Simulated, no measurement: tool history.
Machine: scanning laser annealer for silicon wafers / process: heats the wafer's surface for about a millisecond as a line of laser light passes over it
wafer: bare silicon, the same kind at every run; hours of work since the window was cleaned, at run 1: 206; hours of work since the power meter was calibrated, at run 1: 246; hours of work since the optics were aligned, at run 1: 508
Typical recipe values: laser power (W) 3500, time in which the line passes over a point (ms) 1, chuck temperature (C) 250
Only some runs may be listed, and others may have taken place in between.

run    hour  laser power (W)  time in which the line passes over a point (ms)  chuck temperature (C)  hours of work since the window was cleaned  hours of work since the power meter was calibrated  hours of work since the optics were aligned  highest temperature of the surface (C)
  1       0             3500                                                1                    250                                         206                                                 246                                          508                                     997
  2    29.6             3500                                                1                    250                                         228                                                 268                                          530                                     996
  3      89             3145                                                1                    250                                         272                                                 312                                          574                                     894
  4   127.7             3145                                                1                    250                                         301                                                 341                                          603                                     891
  5   155.8             3325                                                1                    250                                         322                                                 362                                          624                                     937
  6   191.3             3325                                                1                    250                                         348                                                 388                                          650                                     936
  7   247.6             3500                                             0.82                    250                                         390                                                 430                                          692                                     907
  8   287.4             3500                                             0.82                    250                                         419                                                 459                                          721                                     903
  9   313.6             3500                                             0.82                    250                                         439                                                 479                                          741                                     907
 10   365.4             3500                                             0.82                    250                                         477                                                 517                                          779                                     901
 11   423.4             3500                                                1                    250                                         520                                                 560                                          822                                     968
      436.7  -- window over the wafer cleaned
 12   486.6             3500                                                1                    250                                          37                                                 606                                          868                                    1003
 13   537.5             3500                                                1                    283                                          75                                                 644                                          906                                    1031
      561.4  -- optics aligned, line set to its width
 14   576.2             3500                                             1.23                    250                                         100                                                 669                                           11                                    1101
 15   632.2             3500                                             1.23                    250                                         141                                                 710                                           53                                    1098
 16   661.7             3500                                             1.23                    250                                         163                                                 732                                           74                                    1095
      669.9  -- laser's power meter calibrated
 17   699.7             3500                                             1.23                    250                                         189                                                  22                                          100                                    1089
 18   730.5             3500                                                1                    250                                         212                                                  45                                          123                                    1005
 19   783.2             3500                                                1                    250                                         251                                                  84                                          162                                     996
 20   817.2             3500                                                1                    250                                         277                                                 109                                          188                                     997
 21   866.2             2982                                             1.14                    264                                         313                                                 146                                          224                                     910
 22   909.7             2982                                             1.14                    264                                         345                                                 178                                          256                                     905
 23   939.1             2982                                             1.14                    264                                         367                                                 200                                          278                                     904
 24   984.3             3270                                             1.23                    230                                         401                                                 233                                          312                                     981
      999.8  -- laser's power meter calibrated, once more
 25  1017.6             3270                                             1.23                    230                                         423                                                  13                                          334                                     987
 26  1067.1             3144                                              0.8                    230                                         460                                                  50                                          371                                     799
 27  1107.1             3144                                                1                    280                                         490                                                  80                                          401                                     917
 28  1135.6             3500                                             1.11                    250                                         511                                                 101                                          422                                    1023
       1160  -- window over the wafer cleaned
 29  1185.6             3107                                             0.73                    255                                          19                                                 137                                          458                                     808
 30  1217.5             3219                                             0.81                    250                                          43                                                 160                                          481                                     863
 31  1265.9             3219                                             0.81                    250                                          79                                                 196                                          517                                     858
 32    1308             3022                                                1                    250                                         110                                                 227                                          548                                     876
 33  1341.5             3022                                                1                    250                                         135                                                 252                                          573                                     872
 34    1382             3500                                             0.94                    287                                         165                                                 282                                          603                                    1018
 35  1428.3             3000                                             0.96                    266                                         199                                                 317                                          638                                     863
 36    1456             3510                                                1                    265                                         220                                                 337                                          658                                    1016
 37  1483.7             3510                                                1                    265                                         240                                                 358                                          679                                    1015
 38  1540.4             3601                                             0.82                    278                                         283                                                 400                                          721                                     970
 39  1599.9             3717                                                1                    250                                         327                                                 444                                          765                                    1047
 40  1629.8             3666                                             1.03                    246                                         349                                                 466                                          787                                    1042

4 options for the next run, each taken on its own from the tool as it stands now. Forecast them:
  A  1669.7             3725                                             1.03                    246                                         379                                                 496                                          817                                       ?
  B  1669.7             3514                                             0.89                    249                                         379                                                 496                                          817                                       ?
  C  1669.7             3666                                             1.03                    246                                         379                                                 496                                          817                                       ?
  D  1669.7             3500                                                1                    266                                         379                                                 496                                          817                                       ?

run  highest temperature of the surface (C)
  A                                    1056
  B                                     943
  C                                    1040
  D                                    1000
Without the tool's unlogged condition, the same runs would have read:
run  highest temperature of the surface (C)
  A                                    1104
  B                                     984
  C                                    1088
  D                                    1044

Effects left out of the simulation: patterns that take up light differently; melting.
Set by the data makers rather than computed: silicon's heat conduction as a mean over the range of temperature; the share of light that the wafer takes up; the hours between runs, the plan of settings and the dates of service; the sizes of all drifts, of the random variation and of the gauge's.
